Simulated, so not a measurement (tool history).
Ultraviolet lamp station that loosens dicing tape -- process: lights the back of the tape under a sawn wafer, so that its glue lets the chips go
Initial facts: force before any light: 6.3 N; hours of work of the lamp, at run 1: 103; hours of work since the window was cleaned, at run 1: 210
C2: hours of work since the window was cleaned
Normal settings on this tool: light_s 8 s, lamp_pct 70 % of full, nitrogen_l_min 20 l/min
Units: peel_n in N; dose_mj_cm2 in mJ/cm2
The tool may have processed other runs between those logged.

{"run": 1, "day": 0.0, "light_s": 8, "lamp_pct": 70, "nitrogen_l_min": 20, "hours of work of the lamp": 103, "C2": 210, "peel_n": 1.276, "dose_mj_cm2": 426}
{"run": 2, "day": 0.5, "light_s": 8, "lamp_pct": 70, "nitrogen_l_min": 20, "hours of work of the lamp": 112, "C2": 219, "peel_n": 1.209, "dose_mj_cm2": 425}
{"run": 3, "day": 0.912, "light_s": 8, "lamp_pct": 70, "nitrogen_l_min": 20, "hours of work of the lamp": 119, "C2": 226, "peel_n": 1.226, "dose_mj_cm2": 424}
{"run": 4, "day": 1.6, "light_s": 8, "lamp_pct": 70, "nitrogen_l_min": 20, "hours of work of the lamp": 132, "C2": 239, "peel_n": 1.247, "dose_mj_cm2": 419}
{"run": 5, "day": 2.208, "light_s": 8, "lamp_pct": 70, "nitrogen_l_min": 23, "hours of work of the lamp": 143, "C2": 250, "peel_n": 1.175, "dose_mj_cm2": 420}
{"run": 6, "day": 2.796, "light_s": 8, "lamp_pct": 70, "nitrogen_l_min": 20, "hours of work of the lamp": 154, "C2": 260, "peel_n": 1.293, "dose_mj_cm2": 417}
{"run": 7, "day": 3.404, "light_s": 8, "lamp_pct": 79, "nitrogen_l_min": 20, "hours of work of the lamp": 165, "C2": 272, "peel_n": 1.094, "dose_mj_cm2": 468}
{"run": 8, "day": 4.083, "light_s": 8, "lamp_pct": 79, "nitrogen_l_min": 20, "hours of work of the lamp": 177, "C2": 284, "peel_n": 1.059, "dose_mj_cm2": 465}
{"run": 9, "day": 4.596, "light_s": 8, "lamp_pct": 79, "nitrogen_l_min": 20, "hours of work of the lamp": 186, "C2": 293, "peel_n": 1.095, "dose_mj_cm2": 463}
{"run": 10, "day": 5.092, "light_s": 8, "lamp_pct": 79, "nitrogen_l_min": 20, "hours of work of the lamp": 195, "C2": 302, "peel_n": 1.092, "dose_mj_cm2": 456}
{"run": 11, "day": 5.571, "light_s": 5, "lamp_pct": 79, "nitrogen_l_min": 20, "hours of work of the lamp": 204, "C2": 311, "peel_n": 2.03, "dose_mj_cm2": 288}
{"run": 12, "day": 5.971, "light_s": 7, "lamp_pct": 79, "nitrogen_l_min": 20, "hours of work of the lamp": 211, "C2": 318, "peel_n": 1.354, "dose_mj_cm2": 395}
{"run": 13, "day": 6.475, "light_s": 8, "lamp_pct": 70, "nitrogen_l_min": 20, "hours of work of the lamp": 220, "C2": 327, "peel_n": 1.325, "dose_mj_cm2": 402}
{"run": 14, "day": 6.883, "light_s": 15, "lamp_pct": 70, "nitrogen_l_min": 24, "hours of work of the lamp": 228, "C2": 335, "peel_n": 0.445, "dose_mj_cm2": 746}
{"run": 15, "day": 7.517, "light_s": 7, "lamp_pct": 70, "nitrogen_l_min": 18, "hours of work of the lamp": 239, "C2": 346, "peel_n": 1.697, "dose_mj_cm2": 346}
{"run": 16, "day": 8.092, "light_s": 7, "lamp_pct": 70, "nitrogen_l_min": 18, "hours of work of the lamp": 250, "C2": 357, "peel_n": 1.645, "dose_mj_cm2": 350}
{"day": 8.15, "done": "window cleaned of glue's vapour"}
{"run": 17, "day": 8.796, "light_s": 7, "lamp_pct": 70, "nitrogen_l_min": 18, "hours of work of the lamp": 262, "C2": 12, "peel_n": 1.808, "dose_mj_cm2": 340}
{"run": 18, "day": 9.358, "light_s": 8, "lamp_pct": 70, "nitrogen_l_min": 38, "hours of work of the lamp": 272, "C2": 22, "peel_n": 1.226, "dose_mj_cm2": 379}
{"day": 9.712, "done": "window cleaned of glue's vapour, once more"}
{"run": 19, "day": 9.712, "light_s": 8, "lamp_pct": 76, "nitrogen_l_min": 20, "hours of work of the lamp": 278, "C2": 0, "peel_n": 1.083, "dose_mj_cm2": 457}
{"run": 20, "day": 10.062, "light_s": 8, "lamp_pct": 80, "nitrogen_l_min": 35, "hours of work of the lamp": 285, "C2": 6, "peel_n": 0.824, "dose_mj_cm2": 481}
{"run": 21, "day": 10.792, "light_s": 11, "lamp_pct": 80, "nitrogen_l_min": 13, "hours of work of the lamp": 298, "C2": 20, "peel_n": 0.729, "dose_mj_cm2": 665}
{"run": 22, "day": 11.279, "light_s": 5, "lamp_pct": 62, "nitrogen_l_min": 20, "hours of work of the lamp": 307, "C2": 28, "peel_n": 2.506, "dose_mj_cm2": 231}
{"run": 23, "day": 11.667, "light_s": 5, "lamp_pct": 94, "nitrogen_l_min": 31, "hours of work of the lamp": 314, "C2": 35, "peel_n": 1.433, "dose_mj_cm2": 353}

Run 24 has not been measured yet. What should we expect?
{"run": 24, "day": 12.108, "light_s": 5, "lamp_pct": 94, "nitrogen_l_min": 31, "hours of work of the lamp": 322, "C2": 44, "peel_n": "?", "dose_mj_cm2": "?"}

peel_n: 1.474 N
dose_mj_cm2: 350 mJ/cm2
With no hidden state in the tool, this same run would have given peel_n 1.243 N, dose_mj_cm2 394 mJ/cm2.
